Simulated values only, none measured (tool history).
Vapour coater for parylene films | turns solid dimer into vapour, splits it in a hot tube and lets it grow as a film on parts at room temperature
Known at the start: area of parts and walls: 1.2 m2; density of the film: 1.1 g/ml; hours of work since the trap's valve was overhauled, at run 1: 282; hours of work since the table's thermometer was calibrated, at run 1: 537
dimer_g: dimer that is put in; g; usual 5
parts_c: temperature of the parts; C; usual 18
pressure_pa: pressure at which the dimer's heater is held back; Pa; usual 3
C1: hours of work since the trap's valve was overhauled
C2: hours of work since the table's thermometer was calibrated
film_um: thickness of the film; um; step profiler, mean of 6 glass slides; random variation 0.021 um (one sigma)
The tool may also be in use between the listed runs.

Run 1, hour 0: usual settings; C1 282; C2 537. Result: film_um 2.18 um.
Run 2, hour 11.3: usual settings but pressure_pa 8.74 Pa; C1 290; C2 545. Result: film_um 1.92 um.
Run 3, hour 23.9: usual settings but pressure_pa 8.74 Pa; C1 299; C2 554. Result: film_um 1.95 um.
Run 4, hour 38: usual settings but pressure_pa 8.74 Pa; C1 309; C2 564. Result: film_um 1.93 um.
Run 5, hour 48.3: usual settings but pressure_pa 8.74 Pa; C1 316; C2 572. Result: film_um 1.92 um.
Run 6, hour 67.1: usual settings but pressure_pa 8.74 Pa; C1 330; C2 585. Result: film_um 1.92 um.
Run 7, hour 80.5: usual settings but pressure_pa 8.74 Pa; C1 339; C2 595. Result: film_um 1.86 um.
Run 8, hour 90.2: usual settings but pressure_pa 8.74 Pa; C1 346; C2 602. Result: film_um 1.92 um.
Run 9, hour 106.7: usual settings but pressure_pa 8.74 Pa; C1 358; C2 613. Result: film_um 1.92 um.
Run 10, hour 122.9: usual settings; C1 369; C2 625. Result: film_um 2.06 um.
Run 11, hour 142.2: usual settings; C1 383; C2 638. Result: film_um 2.1 um.
Run 12, hour 156.3: usual settings but dimer_g 4 g, parts_c 29 C, pressure_pa 3.02 Pa; C1 393; C2 649. Result: film_um 1.15 um.
At hour 169.6: trap's valve overhauled.
Run 13, hour 177.6: usual settings but dimer_g 4 g, parts_c 29 C, pressure_pa 3.02 Pa; C1 6; C2 661. Result: film_um 1.38 um.
Run 14, hour 189.1: usual settings but dimer_g 4 g, parts_c 29 C, pressure_pa 3.02 Pa; C1 14; C2 669. Result: film_um 1.37 um.
Run 15, hour 202.8: usual settings but dimer_g 4 g, parts_c 17 C, pressure_pa 11.24 Pa; C1 24; C2 679. Result: film_um 1.75 um.
Run 16, hour 221.5: usual settings but dimer_g 3 g, parts_c 28 C; C1 37; C2 692. Result: film_um 1.04 um.
Run 17, hour 233.6: usual settings but dimer_g 4 g, parts_c 11 C, pressure_pa 3.24 Pa; C1 45; C2 701. Result: film_um 2.37 um.
Run 18, hour 245.3: usual settings but parts_c 14 C, pressure_pa 10.56 Pa; C1 54; C2 709. Result: film_um 2.4 um.
Run 19, hour 265.8: usual settings but pressure_pa 9.76 Pa; C1 68; C2 723. Result: film_um 2.11 um.
Run 20, hour 283.4: usual settings but dimer_g 2 g, pressure_pa 9.76 Pa; C1 81; C2 736. Result: film_um 0.82 um.
Run 21, hour 295.3: usual settings but parts_c 19 C, pressure_pa 8.23 Pa; C1 89; C2 744. Result: film_um 2.09 um.

Forecast each of these 4 alternatives for the next run:
Run A, hour 307.7: usual settings but dimer_g 2 g, parts_c 19 C, pressure_pa 4.55 Pa; C1 98; C2 753. Result: film_um ?.
Run B, hour 307.7: usual settings but parts_c 26 C, pressure_pa 8.23 Pa; C1 98; C2 753. Result: film_um ?.
Run C, hour 307.7: usual settings but pressure_pa 2.04 Pa; C1 98; C2 753. Result: film_um ?.
Run D, hour 307.7: usual settings but dimer_g 7 g, parts_c 16 C, pressure_pa 5.36 Pa; C1 98; C2 753. Result: film_um ?.

run  film_um
  A     0.84
  B     1.68
  C     2.44
  D     3.34
Without the tool's hidden state the same runs would have given:
run  film_um
  A     0.87
  B     1.73
  C     2.52
  D     3.44
